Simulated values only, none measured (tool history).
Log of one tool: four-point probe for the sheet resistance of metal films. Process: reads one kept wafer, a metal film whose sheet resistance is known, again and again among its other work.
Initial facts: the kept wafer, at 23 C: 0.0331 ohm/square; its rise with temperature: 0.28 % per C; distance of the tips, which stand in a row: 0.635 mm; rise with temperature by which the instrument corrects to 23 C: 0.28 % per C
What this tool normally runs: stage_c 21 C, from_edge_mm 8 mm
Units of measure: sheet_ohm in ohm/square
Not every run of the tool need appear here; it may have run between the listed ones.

Run 1, day 0.000: usual settings. Result: sheet_ohm 0.033222 ohm/square.
Run 2, day 0.429: usual settings but stage_c 19 C. Result: sheet_ohm 0.033215 ohm/square.
Run 3, day 0.908: usual settings. Result: sheet_ohm 0.033217 ohm/square.
Run 4, day 1.333: usual settings. Result: sheet_ohm 0.033216 ohm/square.
Run 5, day 1.958: usual settings but from_edge_mm 68 mm. Result: sheet_ohm 0.033098 ohm/square.
Run 6, day 2.354: usual settings but from_edge_mm 21 mm. Result: sheet_ohm 0.033123 ohm/square.
Run 7, day 2.971: usual settings. Result: sheet_ohm 0.033216 ohm/square.
Run 8, day 3.538: usual settings. Result: sheet_ohm 0.033217 ohm/square.
Run 9, day 3.979: usual settings but stage_c 25 C, from_edge_mm 20 mm. Result: sheet_ohm 0.033112 ohm/square.
Run 10, day 4.450: usual settings but stage_c 26 C, from_edge_mm 13 mm. Result: sheet_ohm 0.033141 ohm/square.
Run 11, day 5.071: usual settings but stage_c 26 C, from_edge_mm 13 mm. Result: sheet_ohm 0.033134 ohm/square.
Run 12, day 5.700: usual settings but stage_c 26 C, from_edge_mm 13 mm. Result: sheet_ohm 0.033140 ohm/square.
Run 13, day 6.283: usual settings but stage_c 20 C, from_edge_mm 10 mm. Result: sheet_ohm 0.033182 ohm/square.
Run 14, day 6.883: usual settings but stage_c 18 C, from_edge_mm 4 mm. Result: sheet_ohm 0.033543 ohm/square.
Run 15, day 7.621: usual settings but stage_c 35 C, from_edge_mm 22 mm. Result: sheet_ohm 0.033105 ohm/square.

Consider 5 possible next runs. They are alternatives, not a sequence: every one starts from the tool as it was left by run 15. What does each give?
Run A, day 7.933: usual settings but stage_c 30 C, from_edge_mm 22 mm. Result: sheet_ohm ?.
Run B, day 7.933: usual settings but stage_c 35 C, from_edge_mm 6 mm. Result: sheet_ohm ?.
Run C, day 7.933: usual settings but stage_c 25 C, from_edge_mm 22 mm. Result: sheet_ohm ?.
Run D, day 7.933: usual settings but stage_c 30 C, from_edge_mm 22 mm. Result: sheet_ohm ?.
Run E, day 7.933: usual settings but stage_c 19 C, from_edge_mm 17 mm. Result: sheet_ohm ?.

run  sheet_ohm
  A   0.033108
  B   0.033281
  C   0.033113
  D   0.033099
  E   0.033131
Without the tool's unlogged condition, the same runs would have read:
run  sheet_ohm
  A   0.033109
  B   0.033281
  C   0.033113
  D   0.033099
  E   0.033131
